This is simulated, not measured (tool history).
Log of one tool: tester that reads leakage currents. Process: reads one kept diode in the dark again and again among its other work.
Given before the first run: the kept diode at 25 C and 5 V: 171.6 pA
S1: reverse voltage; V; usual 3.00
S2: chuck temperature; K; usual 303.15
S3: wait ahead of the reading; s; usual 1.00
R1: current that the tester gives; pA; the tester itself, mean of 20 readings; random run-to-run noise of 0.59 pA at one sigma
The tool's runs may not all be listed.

run,hour,S1,S2,S3,R1
1,0.0,3.00,303.15,1.00,194.21
2,157.1,18.97,303.15,1.00,528.37
3,341.2,18.97,303.15,1.00,526.83
4,434.0,18.97,303.15,1.00,526.29
5,576.3,3.00,303.15,1.00,195.39
6,693.4,3.00,302.15,1.00,181.35
7,774.1,3.00,303.15,1.00,195.71
8,849.4,1.30,303.15,1.00,124.05
9,924.0,1.30,303.15,1.00,124.09
# hour 978.7: chuck's temperature calibrated
10,1081.4,1.30,303.15,1.00,124.28
# hour 1121.0: probe card cleaned and baked
11,1232.1,1.30,330.15,1.00,860.66
12,1316.5,1.04,303.15,1.00,109.89
13,1476.2,1.04,303.15,1.00,110.44
14,1565.3,1.04,303.15,4.47,110.49
15,1739.0,16.65,318.15,0.34,1485.51
# hour 1915.3: tester calibrated
16,1923.9,12.39,301.15,1.00,354.51
17,2011.6,3.00,303.15,7.01,194.68
18,2161.1,3.00,303.15,7.01,194.46
19,2260.4,3.00,302.15,0.38,181.11
20,2376.2,3.00,303.15,0.97,194.85
21,2456.1,1.83,308.15,1.00,219.34
22,2581.1,1.79,315.15,1.00,362.85
23,2707.8,9.59,307.15,0.55,495.91
24,2796.7,9.59,307.15,0.55,496.24
25,2910.5,1.19,306.15,0.32,149.76
# hour 2957.4: probe card cleaned and baked
26,3077.9,1.86,325.15,0.60,746.18

Consider 3 possible next runs. They are alternatives, not a sequence: every one starts from the tool as it was left by run 26. What does each give?
A,3228.7,2.85,325.15,1.07,?
B,3228.7,1.86,295.15,2.52,?
C,3228.7,7.78,326.15,0.59,?

run,R1
A,934.46
B,78.99
C,1716.44
Without the tool's hidden state the same runs would have given:
run,R1
A,934.02
B,78.94
C,1715.63
